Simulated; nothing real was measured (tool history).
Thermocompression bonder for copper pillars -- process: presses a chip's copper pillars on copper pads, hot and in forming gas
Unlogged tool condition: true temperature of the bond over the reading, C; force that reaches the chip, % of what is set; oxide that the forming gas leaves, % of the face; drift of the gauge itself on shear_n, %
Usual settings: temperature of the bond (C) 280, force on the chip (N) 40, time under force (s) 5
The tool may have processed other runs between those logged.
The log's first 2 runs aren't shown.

run,hour,temperature of the bond (C),force on the chip (N),time under force (s),hours of work since the heater was calibrated,hours of work since the force cell was calibrated,hours of work since the gas filter was changed,force that shears a chip off (N)
3,25.8,280,51,5,25,53,120,66.5
4,46.6,280,40,5,37,65,132,55.0
5,60.9,280,40,5,45,73,140,53.7
6,74.1,280,40,5,53,81,148,54.1
7,94.9,280,40,5,65,93,160,55.2
8,115.5,280,40,5,77,105,172,53.9
9,134.4,280,50,5,88,116,183,66.1
10,150.0,280,50,5,97,125,192,65.5
11,167.7,280,44,5,107,135,202,58.5
12,183.2,280,40,9,116,144,211,63.9
13,204.4,280,40,9,128,156,223,63.7
14,220.2,280,40,9,137,166,232,64.9
15,234.7,288,40,5,146,174,241,57.8
16,254.4,288,40,5,157,185,252,56.7
17,268.9,288,40,5,166,194,261,57.1
18,283.4,288,40,5,174,202,269,57.4
19,293.5,288,40,5,180,208,275,57.4
20,312.0,288,40,5,191,219,286,57.6
21,326.5,261,40,9,199,227,294,56.5
22,335.6,261,40,9,204,232,299,56.7
# hour 349.0: forming gas filter changed
23,351.1,276,28,6,213,241,1,39.8
24,371.2,265,24,13,225,253,13,41.4
25,387.5,264,31,8,234,262,22,43.7
26,402.0,264,31,8,242,271,31,44.0
27,411.9,259,24,14,248,276,36,39.3

Run 28 comes next. What will it give?
28,430.7,259,24,3,259,287,47,?

Run 28 produced force that shears a chip off (N) 21.1.
Had the tool carried no hidden state, the very same run would have given force that shears a chip off (N) 21.1.

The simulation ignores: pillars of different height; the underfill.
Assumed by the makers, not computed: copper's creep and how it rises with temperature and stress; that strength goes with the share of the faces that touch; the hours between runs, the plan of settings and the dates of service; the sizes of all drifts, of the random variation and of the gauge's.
